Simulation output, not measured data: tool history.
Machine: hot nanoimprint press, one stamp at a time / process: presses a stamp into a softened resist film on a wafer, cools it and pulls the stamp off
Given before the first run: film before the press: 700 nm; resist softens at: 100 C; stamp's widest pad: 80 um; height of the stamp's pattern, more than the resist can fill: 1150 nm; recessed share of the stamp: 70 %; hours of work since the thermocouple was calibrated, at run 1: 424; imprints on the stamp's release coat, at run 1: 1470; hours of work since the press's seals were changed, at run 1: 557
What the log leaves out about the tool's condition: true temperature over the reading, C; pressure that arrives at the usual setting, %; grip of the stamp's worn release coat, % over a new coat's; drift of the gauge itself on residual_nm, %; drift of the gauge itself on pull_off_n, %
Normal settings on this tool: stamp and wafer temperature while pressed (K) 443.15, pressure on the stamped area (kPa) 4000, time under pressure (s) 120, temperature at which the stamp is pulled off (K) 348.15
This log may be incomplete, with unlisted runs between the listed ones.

| run | hour | stamp and wafer temperature while pressed (K) | pressure on the stamped area (kPa) | time under pressure (s) | temperature at which the stamp is pulled off (K) | hours of work since the thermocouple was calibrated | imprints on the stamp's release coat | hours of work since the press's seals were changed | resist left under the stamp's widest pad (nm) | greatest force while the stamp is pulled off (N) |
|---|---|---|---|---|---|---|---|---|---|---|
| 1 | 0 | 443.15 | 4000 | 120 | 348.15 | 424 | 1470 | 557 | 399 | 133 |
| 2 | 28.2 | 443.15 | 4000 | 120 | 348.15 | 437 | 1529 | 571 | 400.6 | 140 |
| 3 | 42.8 | 443.15 | 4000 | 120 | 348.15 | 444 | 1560 | 578 | 404 | 140 |
| 4 | 63.7 | 443.15 | 4000 | 120 | 348.15 | 454 | 1604 | 588 | 398 | 138 |
| 5 | 85.7 | 443.15 | 4000 | 136 | 348.15 | 465 | 1650 | 598 | 381.7 | 133 |
| 6 | 110.8 | 443.15 | 3590 | 120 | 348.15 | 476 | 1704 | 610 | 413.2 | 140 |
|  | 119.3 | stamp cleaned and given a new release coat |
| 7 | 149.8 | 444.15 | 4000 | 120 | 348.15 | 492 | 64 | 625 | 383.1 | 131 |
| 8 | 170.2 | 443.15 | 4000 | 120 | 348.15 | 502 | 107 | 635 | 395.5 | 133 |
| 9 | 204.7 | 443.15 | 4000 | 120 | 348.15 | 518 | 180 | 651 | 396.5 | 141 |
| 10 | 226.4 | 443.15 | 4000 | 120 | 341.15 | 528 | 226 | 662 | 398.3 | 162 |
|  | 247.8 | plate thermocouple calibrated |
| 11 | 257.4 | 446.15 | 4000 | 120 | 348.15 | 5 | 285 | 675 | 350.1 | 135 |
| 12 | 288.7 | 446.15 | 4000 | 120 | 348.15 | 19 | 351 | 690 | 352.9 | 135 |
| 13 | 324 | 443.15 | 4000 | 120 | 343.15 | 36 | 425 | 706 | 395.3 | 159 |
| 14 | 349.2 | 443.15 | 4890 | 120 | 343.15 | 48 | 478 | 718 | 367.1 | 155 |
| 15 | 377.1 | 447.15 | 4890 | 120 | 343.15 | 61 | 537 | 731 | 310.8 | 159 |
| 16 | 405.8 | 447.15 | 4890 | 120 | 343.15 | 75 | 598 | 745 | 313 | 155 |
| 17 | 428.1 | 447.15 | 4890 | 120 | 343.15 | 85 | 645 | 756 | 309.8 | 155 |
| 18 | 446.9 | 436.15 | 4880 | 190 | 356.15 | 94 | 684 | 764 | 410.3 | 106 |
| 19 | 463.9 | 443.15 | 4000 | 71 | 348.15 | 102 | 720 | 772 | 461.4 | 133 |

Run 20 comes next. What will it give?
| 20 | 493.3 | 452.15 | 2990 | 150 | 345.15 | 116 | 782 | 786 | ? | ? |

Run 20 gave resist left under the stamp's widest pad (nm) 286.5, greatest force while the stamp is pulled off (N) 148.
Without the tool's hidden state the same run would have given resist left under the stamp's widest pad (nm) 290.4, greatest force while the stamp is pulled off (N) 147.

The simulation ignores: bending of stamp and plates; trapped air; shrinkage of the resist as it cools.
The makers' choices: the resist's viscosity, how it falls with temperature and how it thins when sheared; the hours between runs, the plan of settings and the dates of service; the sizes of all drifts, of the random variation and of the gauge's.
